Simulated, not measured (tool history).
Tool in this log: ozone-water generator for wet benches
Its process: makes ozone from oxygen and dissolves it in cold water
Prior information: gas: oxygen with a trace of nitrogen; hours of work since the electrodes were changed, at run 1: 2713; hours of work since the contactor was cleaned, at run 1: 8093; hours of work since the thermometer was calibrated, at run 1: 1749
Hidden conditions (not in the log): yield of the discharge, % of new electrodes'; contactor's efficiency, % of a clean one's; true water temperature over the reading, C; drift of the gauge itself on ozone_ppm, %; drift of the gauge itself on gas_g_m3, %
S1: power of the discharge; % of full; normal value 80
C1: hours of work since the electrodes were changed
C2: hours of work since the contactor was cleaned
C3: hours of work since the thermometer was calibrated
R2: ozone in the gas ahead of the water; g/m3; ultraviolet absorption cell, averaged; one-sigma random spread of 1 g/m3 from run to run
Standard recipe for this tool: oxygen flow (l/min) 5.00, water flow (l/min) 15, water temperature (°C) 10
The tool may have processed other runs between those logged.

Run 1, hour 0.0: usual settings; C1 2713; C2 8093; C3 1749. Result: dissolved ozone (ppm) 22.2, R2 170.7 g/m3.
Run 2, hour 157.7: usual settings but water temperature (°C) 6; C1 2839; C2 8218; C3 1875. Result: dissolved ozone (ppm) 23.4, R2 170.0 g/m3.
Run 3, hour 270.0: usual settings but water temperature (°C) 6; C1 2928; C2 8307; C3 1964. Result: dissolved ozone (ppm) 23.4, R2 170.2 g/m3.
Run 4, hour 376.7: usual settings but water temperature (°C) 6; C1 3013; C2 8392; C3 2049. Result: dissolved ozone (ppm) 23.4, R2 168.7 g/m3.
Run 5, hour 573.8: usual settings but water temperature (°C) 6; C1 3169; C2 8549; C3 2205. Result: dissolved ozone (ppm) 23.0, R2 168.8 g/m3.
Run 6, hour 678.5: usual settings but water temperature (°C) 6; C1 3252; C2 8632; C3 2289. Result: dissolved ozone (ppm) 23.1, R2 169.7 g/m3.
Run 7, hour 891.1: usual settings but water temperature (°C) 6; C1 3421; C2 8801; C3 2458. Result: dissolved ozone (ppm) 23.0, R2 166.9 g/m3.
Run 8, hour 1025.7: usual settings but water temperature (°C) 6; C1 3528; C2 8908; C3 2565. Result: dissolved ozone (ppm) 22.9, R2 167.9 g/m3.
Run 9, hour 1228.6: usual settings but S1 54 % of full, water temperature (°C) 6; C1 3690; C2 9069; C3 2726. Result: dissolved ozone (ppm) 17.6, R2 128.5 g/m3.
Run 10, hour 1427.6: usual settings but oxygen flow (l/min) 6.74; C1 3848; C2 9227; C3 2884. Result: dissolved ozone (ppm) 22.7, R2 148.6 g/m3.
Run 11, hour 1624.8: usual settings but oxygen flow (l/min) 6.74; C1 4004; C2 9384; C3 3041. Result: dissolved ozone (ppm) 22.9, R2 149.5 g/m3.
Run 12, hour 1795.4: usual settings but oxygen flow (l/min) 6.74; C1 4140; C2 9519; C3 3176. Result: dissolved ozone (ppm) 22.5, R2 148.1 g/m3.
Run 13, hour 1912.7: usual settings but oxygen flow (l/min) 5.74, water flow (l/min) 12; C1 4233; C2 9612; C3 3269. Result: dissolved ozone (ppm) 26.0, R2 156.8 g/m3.
Run 14, hour 2074.2: usual settings but oxygen flow (l/min) 6.27; C1 4361; C2 9741; C3 3398. Result: dissolved ozone (ppm) 22.3, R2 153.0 g/m3.
Run 15, hour 2184.1: usual settings but S1 55 % of full; C1 4449; C2 9828; C3 3485. Result: dissolved ozone (ppm) 17.1, R2 130.3 g/m3.
Run 16, hour 2315.0: usual settings but S1 55 % of full, oxygen flow (l/min) 6.54, water flow (l/min) 21, water temperature (°C) 11; C1 4553; C2 9932; C3 3589. Result: dissolved ozone (ppm) 12.6, R2 117.8 g/m3.
Run 17, hour 2410.5: usual settings but oxygen flow (l/min) 5.41; C1 4629; C2 10008; C3 3665. Result: dissolved ozone (ppm) 21.5, R2 159.6 g/m3.
Run 18, hour 2622.6: usual settings but oxygen flow (l/min) 5.41; C1 4797; C2 10177; C3 3833. Result: dissolved ozone (ppm) 21.4, R2 159.9 g/m3.
Run 19, hour 2802.0: usual settings but oxygen flow (l/min) 5.41; C1 4940; C2 10319; C3 3976. Result: dissolved ozone (ppm) 21.1, R2 157.8 g/m3.

What if the next run were any one of these 3? Each begins from the tool's condition after run 19:
Run A, hour 2993.3: usual settings but oxygen flow (l/min) 5.41, water temperature (°C) 7; C1 5092; C2 10471; C3 4128. Result: dissolved ozone (ppm) ?, R2 ?.
Run B, hour 2993.3: usual settings but oxygen flow (l/min) 5.04; C1 5092; C2 10471; C3 4128. Result: dissolved ozone (ppm) ?, R2 ?.
Run C, hour 2993.3: usual settings but water flow (l/min) 11; C1 5092; C2 10471; C3 4128. Result: dissolved ozone (ppm) ?, R2 ?.

run  dissolved ozone (ppm)     R2
  A                   21.9  158.1
  B                   20.8  162.7
  C                   26.7  164.5
Take away the tool's hidden state, keep each run's random variation, and the runs would have read:
run  dissolved ozone (ppm)     R2
  A                   26.2  170.5
  B                   24.9  175.5
  C                   31.5  177.4
